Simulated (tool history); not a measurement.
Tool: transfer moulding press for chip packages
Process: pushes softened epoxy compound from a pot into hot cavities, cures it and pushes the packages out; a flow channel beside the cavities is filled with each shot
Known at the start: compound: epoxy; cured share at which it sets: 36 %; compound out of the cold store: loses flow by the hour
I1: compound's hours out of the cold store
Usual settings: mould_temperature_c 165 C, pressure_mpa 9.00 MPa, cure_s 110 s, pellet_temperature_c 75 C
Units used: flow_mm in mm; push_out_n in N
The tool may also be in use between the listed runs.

{"run": 1, "day": 0.0, "mould_temperature_c": 165, "pressure_mpa": 9.0, "cure_s": 110, "pellet_temperature_c": 75, "I1": 9.7, "flow_mm": 664, "push_out_n": 485}
{"run": 2, "day": 1.35, "mould_temperature_c": 165, "pressure_mpa": 8.27, "cure_s": 110, "pellet_temperature_c": 75, "I1": 13.5, "flow_mm": 627, "push_out_n": 467}
{"day": 1.9, "done": "cavities cleaned with cleaning compound and waxed"}
{"run": 3, "day": 3.2, "mould_temperature_c": 165, "pressure_mpa": 8.27, "cure_s": 110, "pellet_temperature_c": 75, "I1": 18.2, "flow_mm": 620, "push_out_n": 466}
{"run": 4, "day": 4.567, "mould_temperature_c": 171, "pressure_mpa": 9.0, "cure_s": 110, "pellet_temperature_c": 75, "I1": 34.3, "flow_mm": 606, "push_out_n": 392}
{"run": 5, "day": 5.675, "mould_temperature_c": 171, "pressure_mpa": 9.0, "cure_s": 110, "pellet_temperature_c": 75, "I1": 9.6, "flow_mm": 634, "push_out_n": 408}
{"day": 5.988, "done": "cavities cleaned with cleaning compound and waxed"}
{"run": 6, "day": 7.246, "mould_temperature_c": 165, "pressure_mpa": 9.0, "cure_s": 110, "pellet_temperature_c": 71, "I1": 30.7, "flow_mm": 624, "push_out_n": 464}
{"run": 7, "day": 9.092, "mould_temperature_c": 158, "pressure_mpa": 9.0, "cure_s": 110, "pellet_temperature_c": 73, "I1": 18.0, "flow_mm": 673, "push_out_n": 732}
{"day": 9.967, "done": "cavities cleaned with cleaning compound and waxed"}
{"run": 8, "day": 10.658, "mould_temperature_c": 165, "pressure_mpa": 9.08, "cure_s": 137, "pellet_temperature_c": 75, "I1": 12.6, "flow_mm": 658, "push_out_n": 391}
{"run": 9, "day": 11.792, "mould_temperature_c": 160, "pressure_mpa": 10.5, "cure_s": 114, "pellet_temperature_c": 84, "I1": 43.6, "flow_mm": 676, "push_out_n": 551}
{"run": 10, "day": 13.533, "mould_temperature_c": 170, "pressure_mpa": 9.0, "cure_s": 98, "pellet_temperature_c": 80, "I1": 12.0, "flow_mm": 639, "push_out_n": 429}
{"day": 13.921, "done": "cavities cleaned with cleaning compound and waxed"}
{"run": 11, "day": 14.558, "mould_temperature_c": 170, "pressure_mpa": 9.0, "cure_s": 98, "pellet_temperature_c": 80, "I1": 11.2, "flow_mm": 640, "push_out_n": 439}

Below are 5 alternative next runs, each starting from the tool's condition after run 11. Predict each:
{"day": 15.783, "done": "plunger's sealing rings changed"}
{"run": "A", "day": 16.521, "mould_temperature_c": 163, "pressure_mpa": 9.88, "cure_s": 98, "pellet_temperature_c": 70, "I1": 33.0, "flow_mm": "?", "push_out_n": "?"}
{"day": 15.783, "done": "plunger's sealing rings changed"}
{"run": "B", "day": 16.521, "mould_temperature_c": 159, "pressure_mpa": 9.0, "cure_s": 110, "pellet_temperature_c": 75, "I1": 46.3, "flow_mm": "?", "push_out_n": "?"}
{"day": 15.783, "done": "plunger's sealing rings changed"}
{"run": "C", "day": 16.521, "mould_temperature_c": 170, "pressure_mpa": 9.0, "cure_s": 99, "pellet_temperature_c": 82, "I1": 29.9, "flow_mm": "?", "push_out_n": "?"}
{"day": 15.783, "done": "plunger's sealing rings changed"}
{"run": "D", "day": 16.521, "mould_temperature_c": 170, "pressure_mpa": 9.16, "cure_s": 98, "pellet_temperature_c": 80, "I1": 26.1, "flow_mm": "?", "push_out_n": "?"}
{"day": 15.783, "done": "plunger's sealing rings changed"}
{"run": "E", "day": 16.521, "mould_temperature_c": 165, "pressure_mpa": 9.0, "cure_s": 98, "pellet_temperature_c": 80, "I1": 11.3, "flow_mm": "?", "push_out_n": "?"}

run=A flow_mm=656 push_out_n=642
run=B flow_mm=630 push_out_n=647
run=C flow_mm=606 push_out_n=428
run=D flow_mm=619 push_out_n=426
run=E flow_mm=660 push_out_n=571
Take away the tool's hidden state, keep each run's random variation, and the runs would have read:
run=A flow_mm=656 push_out_n=638
run=B flow_mm=630 push_out_n=643
run=C flow_mm=606 push_out_n=426
run=D flow_mm=620 push_out_n=423
run=E flow_mm=660 push_out_n=568
